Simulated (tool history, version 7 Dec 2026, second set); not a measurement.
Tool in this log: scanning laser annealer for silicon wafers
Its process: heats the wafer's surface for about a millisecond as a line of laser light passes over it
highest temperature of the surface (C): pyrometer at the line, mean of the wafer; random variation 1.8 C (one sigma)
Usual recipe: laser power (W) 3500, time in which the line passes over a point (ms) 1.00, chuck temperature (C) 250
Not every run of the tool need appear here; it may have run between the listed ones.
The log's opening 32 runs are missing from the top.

run,day,laser power (W),time in which the line passes over a point (ms),chuck temperature (C),hours of work since the window was cleaned,hours of work since the power meter was calibrated,hours of work since the optics were aligned,highest temperature of the surface (C)
33,17.688,3787,0.74,287,215,675,63,1055
34,18.383,3193,1.00,250,225,686,74,964
35,18.750,3193,1.00,250,231,691,79,962
36,19.404,3076,1.00,250,241,701,89,928
37,20.104,3184,1.00,250,251,712,100,963
38,20.504,3519,1.21,237,257,718,106,1123
39,20.921,3500,0.74,290,264,724,112,983
40,21.333,3500,0.97,222,270,731,119,1011

Forecast run 41:
41,21.688,3500,0.97,222,275,736,124,?

{"run 41": {"highest temperature of the surface (C)": 1013}}
With no hidden state in the tool, this same run would have given highest temperature of the surface (C) 1013.
